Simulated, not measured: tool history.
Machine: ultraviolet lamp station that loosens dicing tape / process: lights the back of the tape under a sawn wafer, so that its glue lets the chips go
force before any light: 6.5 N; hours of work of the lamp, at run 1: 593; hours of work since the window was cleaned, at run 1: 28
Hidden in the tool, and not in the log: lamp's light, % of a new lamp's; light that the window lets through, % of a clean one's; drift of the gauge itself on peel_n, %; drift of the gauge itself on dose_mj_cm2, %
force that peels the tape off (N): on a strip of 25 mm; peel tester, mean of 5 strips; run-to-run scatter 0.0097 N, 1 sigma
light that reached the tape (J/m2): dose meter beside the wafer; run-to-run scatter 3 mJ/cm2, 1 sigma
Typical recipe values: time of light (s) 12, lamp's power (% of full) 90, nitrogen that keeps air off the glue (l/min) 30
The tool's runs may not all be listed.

| run | hour | time of light (s) | lamp's power (% of full) | nitrogen that keeps air off the glue (l/min) | hours of work of the lamp | hours of work since the window was cleaned | force that peels the tape off (N) | light that reached the tape (J/m2) |
|---|---|---|---|---|---|---|---|---|
| 1 | 0 | 12 | 90 | 30 | 593 | 28 | 0.624 | 3570 |
| 2 | 30.6 | 12 | 90 | 30 | 610 | 45 | 0.669 | 3530 |
| 3 | 56.5 | 12 | 90 | 30 | 624 | 59 | 0.616 | 3480 |
| 4 | 92.1 | 12 | 90 | 30 | 643 | 79 | 0.667 | 3430 |
| 5 | 119.1 | 12 | 98 | 30 | 658 | 93 | 0.552 | 3740 |
| 6 | 160.6 | 12 | 98 | 30 | 681 | 116 | 0.575 | 3690 |
| 7 | 197.8 | 12 | 98 | 30 | 701 | 137 | 0.591 | 3630 |
| 8 | 231.2 | 12 | 98 | 59 | 720 | 155 | 0.434 | 3620 |
| 9 | 258.9 | 9 | 88 | 27 | 735 | 170 | 1.266 | 2400 |
| 10 | 301 | 9 | 88 | 27 | 758 | 193 | 1.339 | 2350 |
| 11 | 327.3 | 7 | 68 | 15 | 773 | 208 | 3.013 | 1460 |
|  | 349.2 | lamp changed |
| 12 | 368 | 12 | 65 | 9 | 10 | 230 | 1.579 | 3140 |
| 13 | 398.9 | 12 | 90 | 34 | 27 | 246 | 0.429 | 4210 |
| 14 | 455.8 | 12 | 90 | 27 | 59 | 278 | 0.503 | 4200 |
| 15 | 492.2 | 12 | 90 | 27 | 79 | 298 | 0.51 | 4150 |

Forecast each of these 5 alternatives for the next run:
| A | 531.2 | 22 | 94 | 30 | 100 | 319 | ? | ? |
| B | 531.2 | 12 | 90 | 27 | 100 | 319 | ? | ? |
| C | 531.2 | 12 | 90 | 30 | 100 | 319 | ? | ? |
| D | 531.2 | 6 | 64 | 10 | 100 | 319 | ? | ? |
| E | 531.2 | 12 | 79 | 18 | 100 | 319 | ? | ? |

| run | force that peels the tape off (N) | light that reached the tape (J/m2) |
|---|---|---|
| A | 0.231 | 7900 |
| B | 0.528 | 4090 |
| C | 0.48 | 4090 |
| D | 3.122 | 1450 |
| E | 0.858 | 3620 |
Without the tool's hidden state the same runs would have given:
| run | force that peels the tape off (N) | light that reached the tape (J/m2) |
|---|---|---|
| A | 0.224 | 8670 |
| B | 0.449 | 4500 |
| C | 0.41 | 4490 |
| D | 2.913 | 1590 |
| E | 0.728 | 3980 |
